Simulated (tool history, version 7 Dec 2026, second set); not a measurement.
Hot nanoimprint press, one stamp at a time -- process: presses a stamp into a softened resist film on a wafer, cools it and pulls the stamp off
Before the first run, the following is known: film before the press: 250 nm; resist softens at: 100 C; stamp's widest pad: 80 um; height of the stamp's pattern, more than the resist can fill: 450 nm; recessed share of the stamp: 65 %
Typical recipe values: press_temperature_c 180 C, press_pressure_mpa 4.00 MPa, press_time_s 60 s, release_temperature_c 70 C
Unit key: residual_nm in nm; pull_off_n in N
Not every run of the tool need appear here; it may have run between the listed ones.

run	hour	press_temperature_c	press_pressure_mpa	press_time_s	release_temperature_c	residual_nm	pull_off_n
1	0.0	180	4.00	60	70	120.5	272
# hour 58.6: stamp cleaned and given a new release coat
2	67.8	180	4.00	60	70	119.1	224
3	151.3	180	4.00	60	70	123.0	259
4	225.7	180	4.00	76	70	112.3	296
# hour 261.2: stamp cleaned and given a new release coat
5	300.4	174	4.00	60	70	141.5	230
6	343.3	174	4.00	60	70	139.2	247
7	428.2	180	4.00	60	60	123.1	303
# hour 464.1: stamp cleaned and given a new release coat
# hour 481.9: plate thermocouple calibrated
8	528.0	180	4.00	60	60	124.8	277
9	565.4	180	4.00	72	70	119.7	268
10	632.4	185	4.00	72	70	107.1	282
# hour 674.0: stamp cleaned and given a new release coat
11	687.9	180	4.00	69	70	123.2	239
12	743.5	180	3.46	60	70	139.2	256
13	813.6	180	3.46	60	70	141.4	277
# hour 878.2: stamp cleaned and given a new release coat
# hour 884.4: plate thermocouple calibrated, once more
14	884.4	180	4.00	54	70	123.6	235
# hour 927.9: press's hydraulic seals changed and the load cell set to zero
15	978.8	180	2.83	38	70	160.6	257
16	1017.5	182	2.83	117	70	111.2	277
# hour 1093.1: stamp cleaned and given a new release coat
17	1094.4	181	2.83	60	70	140.5	230

Hidden state or all else? Some run-to-run changes of residual_nm, split into what the settings, what came in and random variation would give without the hidden state, and what is left for the hidden state (with any gauge scatter that isn't in both results):
What the log doesn't record here: true temperature over the reading, C; pressure that arrives at the usual setting, %; grip of the stamp's worn release coat, % over a new coat's; drift of the gauge itself on residual_nm, %; drift of the gauge itself on pull_off_n, %.
Run 13 -> 14: press_pressure_mpa 3.46 -> 4.00, press_time_s 60 -> 54, stamp cleaned and given a new release coat, plate thermocouple calibrated, once more. residual_nm -17.8 nm: hidden state -8.0, all else -9.8.
Run 15 -> 16: press_temperature_c 180 -> 182, press_time_s 38 -> 117. residual_nm -49.4 nm: hidden state +0.3, all else -49.7.
